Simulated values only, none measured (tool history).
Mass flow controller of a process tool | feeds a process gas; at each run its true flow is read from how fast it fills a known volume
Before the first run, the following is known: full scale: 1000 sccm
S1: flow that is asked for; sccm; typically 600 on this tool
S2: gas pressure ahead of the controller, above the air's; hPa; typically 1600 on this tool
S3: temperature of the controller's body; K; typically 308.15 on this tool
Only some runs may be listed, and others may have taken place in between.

Run 1, day 0: usual settings. Result: true flow (%) 98.75.
Run 2, day 3.729: usual settings. Result: true flow (%) 98.99.
Run 3, day 12.588: usual settings but S1 994 sccm. Result: true flow (%) 99.39.
Run 4, day 18.458: usual settings but S2 1480 hPa. Result: true flow (%) 98.88.
Run 5, day 24.896: usual settings but S2 2200 hPa. Result: true flow (%) 99.35.
Run 6, day 30.317: usual settings but S2 2200 hPa. Result: true flow (%) 99.54.
Run 7, day 38.642: usual settings. Result: true flow (%) 99.04.
Run 8, day 46.112: usual settings. Result: true flow (%) 99.05.
Run 9, day 51.417: usual settings but S3 298.15 K. Result: true flow (%) 99.65.
Run 10, day 60.388: usual settings but S3 298.15 K. Result: true flow (%) 99.61.
Run 11, day 69.396: usual settings but S1 639 sccm. Result: true flow (%) 99.33.
Run 12, day 76.504: usual settings but S1 639 sccm. Result: true flow (%) 99.47.
Run 13, day 83.642: usual settings but S2 1500 hPa. Result: true flow (%) 99.41.
Run 14, day 91.45: usual settings but S1 479 sccm. Result: true flow (%) 99.4.
Run 15, day 95.812: usual settings but S1 479 sccm. Result: true flow (%) 99.4.
Run 16, day 104.667: usual settings but S1 479 sccm. Result: true flow (%) 99.41.
Run 17, day 110.562: usual settings but S1 775 sccm. Result: true flow (%) 99.96.
Run 18, day 116.362: usual settings but S1 370 sccm. Result: true flow (%) 99.46.
Run 19, day 123.662: usual settings but S1 370 sccm. Result: true flow (%) 99.51.
Run 20, day 128.271: usual settings but S1 300 sccm. Result: true flow (%) 99.51.
Run 21, day 135.862: usual settings but S1 573 sccm. Result: true flow (%) 99.86.
Run 22, day 139.571: usual settings but S1 573 sccm. Result: true flow (%) 99.87.
Run 23, day 143.767: usual settings but S1 573 sccm. Result: true flow (%) 99.91.
At day 144.517: gauge calibrated.
Run 24, day 150.646: usual settings but S1 573 sccm. Result: true flow (%) 98.77.
Run 25, day 154.458: usual settings but S1 573 sccm. Result: true flow (%) 98.68.
Run 26, day 160.271: usual settings but S1 573 sccm, S2 1960 hPa, S3 300.15 K. Result: true flow (%) 99.59.
Run 27, day 166.783: usual settings but S2 1740 hPa. Result: true flow (%) 99.08.
Run 28, day 173.904: usual settings but S1 368 sccm, S3 297.15 K. Result: true flow (%) 99.14.
Run 29, day 178.662: usual settings but S1 368 sccm, S3 297.15 K. Result: true flow (%) 99.22.
Run 30, day 186.65: usual settings but S1 138 sccm, S2 2470 hPa, S3 305.15 K. Result: true flow (%) 99.35.
Run 31, day 191.279: usual settings but S1 562 sccm, S2 2470 hPa, S3 305.15 K. Result: true flow (%) 99.73.
Run 32, day 200.338: usual settings but S1 435 sccm, S2 1470 hPa, S3 305.15 K. Result: true flow (%) 99.2.
Run 33, day 208.1: usual settings but S1 435 sccm, S2 1470 hPa, S3 305.15 K. Result: true flow (%) 99.13.
Run 34, day 212.738: usual settings but S1 697 sccm, S2 2250 hPa, S3 297.15 K. Result: true flow (%) 100.4.
Run 35, day 219.567: usual settings but S1 697 sccm, S2 2150 hPa, S3 303.15 K. Result: true flow (%) 100.19.
Run 36, day 228.288: usual settings but S1 697 sccm, S2 1580 hPa, S3 296.15 K. Result: true flow (%) 100.06.
Run 37, day 236.975: usual settings but S1 155 sccm, S2 1880 hPa, S3 299.15 K. Result: true flow (%) 99.57.
Run 38, day 245.575: usual settings but S1 155 sccm, S2 1880 hPa, S3 306.15 K. Result: true flow (%) 99.41.
Run 39, day 251.617: usual settings but S1 155 sccm, S2 1570 hPa, S3 306.15 K. Result: true flow (%) 99.09.
Run 40, day 256.567: usual settings but S1 745 sccm. Result: true flow (%) 99.88.
Run 41, day 261.712: usual settings but S1 395 sccm, S2 2460 hPa, S3 299.15 K. Result: true flow (%) 100.47.
Run 42, day 267.942: usual settings but S1 395 sccm, S2 2460 hPa, S3 302.15 K. Result: true flow (%) 100.41.
Run 43, day 271.792: usual settings but S1 451 sccm, S2 1450 hPa, S3 301.15 K. Result: true flow (%) 99.91.

Predict each of these 3 candidate next runs independently; none follows another, all start after run 43:
Run A, day 276.567: usual settings but S1 582 sccm, S2 1450 hPa. Result: true flow (%) ?.
Run B, day 276.567: usual settings but S1 271 sccm, S3 296.15 K. Result: true flow (%) ?.
Run C, day 276.567: usual settings but S1 451 sccm, S2 1720 hPa, S3 296.15 K. Result: true flow (%) ?.

run  true flow (%)
  A          99.63
  B         100.11
  C          100.2
What these runs would have given with no unlogged condition in the tool:
run  true flow (%)
  A          98.56
  B          99.03
  C          99.11
